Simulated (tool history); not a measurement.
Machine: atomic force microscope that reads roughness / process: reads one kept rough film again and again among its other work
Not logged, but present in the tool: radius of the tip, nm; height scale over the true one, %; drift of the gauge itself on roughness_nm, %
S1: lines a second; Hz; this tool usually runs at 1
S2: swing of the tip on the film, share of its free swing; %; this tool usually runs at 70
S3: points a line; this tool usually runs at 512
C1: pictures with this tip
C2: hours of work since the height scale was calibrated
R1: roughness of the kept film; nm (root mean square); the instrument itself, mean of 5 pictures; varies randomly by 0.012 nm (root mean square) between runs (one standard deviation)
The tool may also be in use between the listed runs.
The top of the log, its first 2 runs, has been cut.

run 3 day=0.829 | S1=1 S2=70 S3=512 | C1=70 C2=422 | R1=2.787
run 4 day=1.442 | S1=1 S2=70 S3=512 | C1=107 C2=433 | R1=2.7
run 5 day=2.071 | S1=1 S2=70 S3=512 | C1=145 C2=444 | R1=2.696
run 6 day=2.621 | S1=1 S2=70 S3=512 | C1=178 C2=454 | R1=2.651
run 7 day=3.288 | S1=1 S2=86 S3=512 | C1=218 C2=466 | R1=2.503
run 8 day=3.804 | S1=1 S2=70 S3=512 | C1=249 C2=476 | R1=2.542
run 9 day=4.317 | S1=0.98 S2=70 S3=512 | C1=280 C2=485 | R1=2.515
-- day=4.688 new tip fitted
run 10 day=4.738 | S1=0.98 S2=70 S3=512 | C1=3 C2=493 | R1=2.878
run 11 day=5.275 | S1=1.03 S2=70 S3=512 | C1=35 C2=502 | R1=2.831
run 12 day=5.858 | S1=1.03 S2=70 S3=512 | C1=70 C2=513 | R1=2.766
run 13 day=6.329 | S1=1.03 S2=70 S3=512 | C1=98 C2=522 | R1=2.73
run 14 day=6.758 | S1=1.03 S2=70 S3=512 | C1=124 C2=529 | R1=2.694
run 15 day=7.35 | S1=1 S2=56 S3=512 | C1=160 C2=540 | R1=2.684
run 16 day=7.638 | S1=1 S2=56 S3=512 | C1=177 C2=545 | R1=2.667
run 17 day=8.021 | S1=0.56 S2=66 S3=388 | C1=200 C2=552 | R1=2.616
run 18 day=8.596 | S1=2.17 S2=66 S3=349 | C1=235 C2=563 | R1=2.502
run 19 day=9.025 | S1=2.17 S2=66 S3=349 | C1=261 C2=571 | R1=2.465

The next listed run, before its measurement:
run 20 day=9.338 | S1=0.87 S2=58 S3=349 | C1=280 C2=576 | R1=?

R1: 2.545 nm (root mean square)
If the tool had no hidden condition, the same run with the same run-to-run variation would have returned R1 2.963 nm (root mean square).
